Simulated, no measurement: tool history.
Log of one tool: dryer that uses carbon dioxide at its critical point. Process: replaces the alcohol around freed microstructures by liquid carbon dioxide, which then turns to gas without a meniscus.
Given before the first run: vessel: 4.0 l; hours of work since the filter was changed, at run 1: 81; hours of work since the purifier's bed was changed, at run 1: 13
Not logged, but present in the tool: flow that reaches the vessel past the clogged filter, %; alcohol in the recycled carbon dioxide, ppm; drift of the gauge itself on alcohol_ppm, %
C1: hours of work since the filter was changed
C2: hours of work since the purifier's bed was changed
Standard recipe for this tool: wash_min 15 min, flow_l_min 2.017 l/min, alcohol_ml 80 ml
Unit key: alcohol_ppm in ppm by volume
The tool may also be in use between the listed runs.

{"run": 1, "hour": 0.0, "wash_min": 15, "flow_l_min": 2.017, "alcohol_ml": 80, "C1": 81, "C2": 13, "alcohol_ppm": 61}
{"run": 2, "hour": 15.9, "wash_min": 15, "flow_l_min": 2.017, "alcohol_ml": 80, "C1": 89, "C2": 21, "alcohol_ppm": 53}
{"run": 3, "hour": 27.7, "wash_min": 15, "flow_l_min": 2.017, "alcohol_ml": 80, "C1": 96, "C2": 27, "alcohol_ppm": 59}
{"run": 4, "hour": 37.5, "wash_min": 15, "flow_l_min": 2.017, "alcohol_ml": 80, "C1": 101, "C2": 32, "alcohol_ppm": 60}
{"run": 5, "hour": 60.0, "wash_min": 15, "flow_l_min": 2.017, "alcohol_ml": 80, "C1": 112, "C2": 44, "alcohol_ppm": 75}
{"run": 6, "hour": 79.1, "wash_min": 15, "flow_l_min": 2.017, "alcohol_ml": 80, "C1": 122, "C2": 54, "alcohol_ppm": 63}
{"run": 7, "hour": 90.2, "wash_min": 15, "flow_l_min": 2.017, "alcohol_ml": 80, "C1": 128, "C2": 60, "alcohol_ppm": 64}
{"run": 8, "hour": 103.6, "wash_min": 15, "flow_l_min": 2.017, "alcohol_ml": 80, "C1": 135, "C2": 67, "alcohol_ppm": 60}
{"run": 9, "hour": 122.2, "wash_min": 15, "flow_l_min": 1.24, "alcohol_ml": 80, "C1": 144, "C2": 76, "alcohol_ppm": 505}
{"run": 10, "hour": 133.6, "wash_min": 15, "flow_l_min": 2.83, "alcohol_ml": 80, "C1": 150, "C2": 82, "alcohol_ppm": 34}
{"run": 11, "hour": 146.7, "wash_min": 17, "flow_l_min": 2.83, "alcohol_ml": 80, "C1": 157, "C2": 89, "alcohol_ppm": 21}
{"run": 12, "hour": 157.5, "wash_min": 15, "flow_l_min": 2.017, "alcohol_ml": 80, "C1": 163, "C2": 94, "alcohol_ppm": 81}
{"run": 13, "hour": 171.4, "wash_min": 15, "flow_l_min": 2.017, "alcohol_ml": 80, "C1": 170, "C2": 102, "alcohol_ppm": 78}
{"run": 14, "hour": 189.4, "wash_min": 15, "flow_l_min": 2.017, "alcohol_ml": 80, "C1": 179, "C2": 111, "alcohol_ppm": 91}
{"run": 15, "hour": 210.9, "wash_min": 15, "flow_l_min": 2.017, "alcohol_ml": 80, "C1": 190, "C2": 122, "alcohol_ppm": 94}
{"run": 16, "hour": 226.7, "wash_min": 15, "flow_l_min": 2.39, "alcohol_ml": 80, "C1": 198, "C2": 130, "alcohol_ppm": 59}
{"run": 17, "hour": 238.9, "wash_min": 9, "flow_l_min": 1.86, "alcohol_ml": 80, "C1": 204, "C2": 136, "alcohol_ppm": 958}
{"hour": 246.5, "done": "inlet filter changed"}
{"run": 18, "hour": 257.7, "wash_min": 22, "flow_l_min": 3.32, "alcohol_ml": 80, "C1": 6, "C2": 146, "alcohol_ppm": 31}
{"run": 19, "hour": 272.0, "wash_min": 14, "flow_l_min": 2.82, "alcohol_ml": 86, "C1": 13, "C2": 153, "alcohol_ppm": 26}
{"run": 20, "hour": 290.1, "wash_min": 14, "flow_l_min": 2.94, "alcohol_ml": 86, "C1": 22, "C2": 162, "alcohol_ppm": 26}
{"run": 21, "hour": 303.4, "wash_min": 16, "flow_l_min": 2.017, "alcohol_ml": 43, "C1": 29, "C2": 169, "alcohol_ppm": 38}
{"run": 22, "hour": 319.5, "wash_min": 16, "flow_l_min": 2.017, "alcohol_ml": 43, "C1": 38, "C2": 177, "alcohol_ppm": 49}
{"run": 23, "hour": 331.7, "wash_min": 20, "flow_l_min": 1.64, "alcohol_ml": 95, "C1": 44, "C2": 184, "alcohol_ppm": 59}
{"run": 24, "hour": 350.0, "wash_min": 20, "flow_l_min": 1.64, "alcohol_ml": 95, "C1": 53, "C2": 193, "alcohol_ppm": 61}
{"run": 25, "hour": 359.2, "wash_min": 15, "flow_l_min": 1.34, "alcohol_ml": 80, "C1": 58, "C2": 198, "alcohol_ppm": 329}
{"run": 26, "hour": 371.8, "wash_min": 15, "flow_l_min": 1.34, "alcohol_ml": 80, "C1": 65, "C2": 204, "alcohol_ppm": 338}
{"run": 27, "hour": 385.3, "wash_min": 15, "flow_l_min": 1.34, "alcohol_ml": 80, "C1": 72, "C2": 211, "alcohol_ppm": 337}
{"run": 28, "hour": 397.1, "wash_min": 16, "flow_l_min": 1.34, "alcohol_ml": 62, "C1": 78, "C2": 217, "alcohol_ppm": 222}
{"run": 29, "hour": 410.9, "wash_min": 14, "flow_l_min": 1.34, "alcohol_ml": 105, "C1": 85, "C2": 225, "alcohol_ppm": 584}
{"run": 30, "hour": 426.7, "wash_min": 14, "flow_l_min": 1.49, "alcohol_ml": 105, "C1": 93, "C2": 233, "alcohol_ppm": 423}

Subtracting, for every run, the result it would have given without the tool's unlogged condition from the measured result gives the following. The same run-to-run variation enters both numbers; the gauge's scatter may not:
run=1 alcohol_ppm=+16
run=2 alcohol_ppm=+19
run=3 alcohol_ppm=+21
run=4 alcohol_ppm=+23
run=5 alcohol_ppm=+28
run=6 alcohol_ppm=+32
run=7 alcohol_ppm=+33
run=8 alcohol_ppm=+36
run=9 alcohol_ppm=+186
run=10 alcohol_ppm=+17
run=11 alcohol_ppm=+15
run=12 alcohol_ppm=+49
run=13 alcohol_ppm=+51
run=14 alcohol_ppm=+58
run=15 alcohol_ppm=+63
run=16 alcohol_ppm=+39
run=17 alcohol_ppm=+413
run=18 alcohol_ppm=+22
run=19 alcohol_ppm=+23
run=20 alcohol_ppm=+25
run=21 alcohol_ppm=+28
run=22 alcohol_ppm=+29
run=23 alcohol_ppm=+32
run=24 alcohol_ppm=+35
run=25 alcohol_ppm=+81
run=26 alcohol_ppm=+89
run=27 alcohol_ppm=+96
run=28 alcohol_ppm=+78
run=29 alcohol_ppm=+160
run=30 alcohol_ppm=+140
